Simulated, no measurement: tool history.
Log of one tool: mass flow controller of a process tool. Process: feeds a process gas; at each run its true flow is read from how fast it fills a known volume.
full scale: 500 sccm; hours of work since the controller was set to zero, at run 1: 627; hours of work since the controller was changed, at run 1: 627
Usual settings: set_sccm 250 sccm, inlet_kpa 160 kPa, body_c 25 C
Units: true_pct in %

| run | hour | set_sccm | inlet_kpa | body_c | hours of work since the controller was set to zero | hours of work since the controller was changed | true_pct |
|---|---|---|---|---|---|---|---|
| 1 | 0 | 250 | 160 | 25 | 627 | 627 | 98.37 |
| 2 | 343.3 | 250 | 160 | 25 | 803 | 803 | 98.28 |
| 3 | 719.4 | 250 | 160 | 25 | 995 | 995 | 98.41 |
| 4 | 1140 | 250 | 160 | 25 | 1211 | 1211 | 98.34 |
| 5 | 1422.7 | 250 | 160 | 25 | 1355 | 1355 | 98.21 |
| 6 | 1828.7 | 250 | 160 | 25 | 1563 | 1563 | 98.27 |
| 7 | 2285.6 | 250 | 160 | 25 | 1797 | 1797 | 98.24 |
| 8 | 2596.5 | 250 | 160 | 25 | 1956 | 1956 | 98.21 |
| 9 | 2898 | 250 | 160 | 25 | 2110 | 2110 | 98.15 |
| 10 | 3276.7 | 250 | 160 | 25 | 2304 | 2304 | 98.24 |
| 11 | 3508.6 | 250 | 160 | 25 | 2422 | 2422 | 98.09 |
| 12 | 3902 | 250 | 160 | 25 | 2623 | 2623 | 97.97 |
| 13 | 4181 | 250 | 160 | 25 | 2766 | 2766 | 98.08 |
| 14 | 4435.4 | 311 | 160 | 34 | 2896 | 2896 | 98.7 |
| 15 | 4738.7 | 311 | 181 | 30 | 3051 | 3051 | 98.41 |
| 16 | 5179.1 | 93 | 163 | 25 | 3277 | 3277 | 98.02 |
| 17 | 5439.2 | 250 | 160 | 31 | 3410 | 3410 | 98.07 |
| 18 | 5717.7 | 436 | 203 | 33 | 3552 | 3552 | 99.07 |
| 19 | 6185.4 | 436 | 203 | 33 | 3791 | 3791 | 99.15 |
| 20 | 6563.3 | 185 | 160 | 29 | 3985 | 3985 | 97.87 |
| 21 | 6983.7 | 271 | 149 | 29 | 4200 | 4200 | 97.91 |
| 22 | 7485.5 | 172 | 267 | 35 | 4456 | 4456 | 98.63 |
| 23 | 7779.2 | 172 | 267 | 35 | 4607 | 4607 | 98.61 |
| 24 | 8190.7 | 330 | 210 | 37 | 4817 | 4817 | 98.72 |
| 25 | 8608.1 | 407 | 210 | 32 | 5031 | 5031 | 98.67 |
| 26 | 9027.7 | 90 | 213 | 26 | 5245 | 5245 | 98.7 |

5 ways to go on from here, each from the tool as it stands after run 26. What would each give?
| A | 9284.2 | 90 | 176 | 30 | 5376 | 5376 | ? |
| B | 9284.2 | 90 | 196 | 25 | 5376 | 5376 | ? |
| C | 9284.2 | 58 | 148 | 22 | 5376 | 5376 | ? |
| D | 9284.2 | 373 | 150 | 29 | 5376 | 5376 | ? |
| E | 9284.2 | 250 | 160 | 29 | 5376 | 5376 | ? |

| run | true_pct |
|---|---|
| A | 98.51 |
| B | 98.53 |
| C | 99.42 |
| D | 98.08 |
| E | 97.85 |
Without the tool's hidden state the same runs would have given:
| run | true_pct |
|---|---|
| A | 97.89 |
| B | 97.91 |
| C | 97.46 |
| D | 99.3 |
| E | 98.79 |
